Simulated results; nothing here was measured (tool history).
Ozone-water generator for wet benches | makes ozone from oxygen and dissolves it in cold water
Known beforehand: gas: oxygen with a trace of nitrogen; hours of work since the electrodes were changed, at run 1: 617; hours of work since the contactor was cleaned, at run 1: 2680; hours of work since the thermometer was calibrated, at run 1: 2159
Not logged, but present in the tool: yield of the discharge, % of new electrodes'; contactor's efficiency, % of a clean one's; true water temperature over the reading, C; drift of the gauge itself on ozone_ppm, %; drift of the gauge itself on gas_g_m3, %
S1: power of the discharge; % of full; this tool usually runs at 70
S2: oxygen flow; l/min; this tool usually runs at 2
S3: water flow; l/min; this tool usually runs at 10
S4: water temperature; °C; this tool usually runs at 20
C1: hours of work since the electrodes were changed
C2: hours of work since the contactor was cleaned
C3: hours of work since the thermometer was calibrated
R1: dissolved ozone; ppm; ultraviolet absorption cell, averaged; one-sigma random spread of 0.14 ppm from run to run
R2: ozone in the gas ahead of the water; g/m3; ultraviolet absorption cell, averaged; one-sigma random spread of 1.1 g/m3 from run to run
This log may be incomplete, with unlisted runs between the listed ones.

run    hour  S1    S2  S3  S4    C1    C2    C3    R1     R2
  1       0  70     2  10  20   617  2680  2159  16.2  202.5
  2    71.7  70     2  10  20   674  2737  2215  16.2  201.8
  3     107  70     2  10  20   702  2765  2243  16.2  202.9
  4   182.2  61     2  10  20   761  2824  2303  14.7  186.8
  5   231.2  61     2  10  20   800  2863  2342  14.6  184.5
  6   266.6  61     2  10  20   828  2891  2370  14.8  185.6
  7   332.2  61     2  10  20   880  2943  2421  14.6    186
  8   412.5  61     2  10  20   943  3006  2485  14.7  186.5
  9   472.9  70     2  10  20   991  3054  2533    16  199.9
 10   528.6  70     2  10  20  1035  3098  2577    16    201
 11   563.2  70     2  10  20  1063  3126  2604  15.9  201.7
 12   628.3  70     2  10  20  1114  3177  2656    16  200.6
 13   676.1  70     2  10  20  1152  3215  2694  15.9  202.8
 14   744.3  89  1.64  16  13  1206  3269  2748  11.6  263.2
 15   816.9  89  1.64  16  13  1264  3326  2805  11.5  264.2
 16   887.7  89  1.64  16  13  1320  3382  2861  11.4  262.6
 17   955.6  89  1.64   7  13  1373  3436  2915  28.7  264.6
 18  1035.1  89  1.64   7  13  1436  3499  2978  28.5  265.4
 19    1074  46  1.34  10  25  1467  3530  3008  11.5  199.8
 20  1125.2  46  1.34  10  25  1508  3570  3049  11.7  197.8
 21  1203.4  70     2   6  18  1569  3632  3111  25.6  199.4
 22  1248.1  70     2   6  18  1605  3668  3146  25.7  199.2
 23  1285.4  70     2   6  18  1634  3697  3176  25.7  200.2
 24  1353.3  67  1.27  10  22  1688  3751  3230  14.8  257.1
 25  1398.5  67  1.07  10  22  1724  3787  3265  14.7  291.1
 26  1467.1  67  1.07  10  22  1778  3841  3320  14.9  288.8

Results for each run, recomputed without the tool's hidden state and with each run's random variation untouched:
run    R1     R2
  1  16.7  204.1
  2  16.8  203.5
  3  16.8  204.6
  4  15.3  188.4
  5  15.1  186.2
  6  15.3  187.4
  7  15.2  187.9
  8  15.3  188.5
  9  16.7  202.4
 10  16.7  203.6
 11  16.6  204.3
 12  16.8  203.4
 13  16.7  205.7
 14  12.3  267.7
 15  12.1    269
 16  12.1  267.6
 17    30  269.8
 18  29.9  270.9
 19    12  202.5
 20  12.3  200.6
 21  26.8  203.3
 22  26.9  203.2
 23    27  204.3
 24  15.6  262.4
 25  15.6  297.2
 26  15.7    295
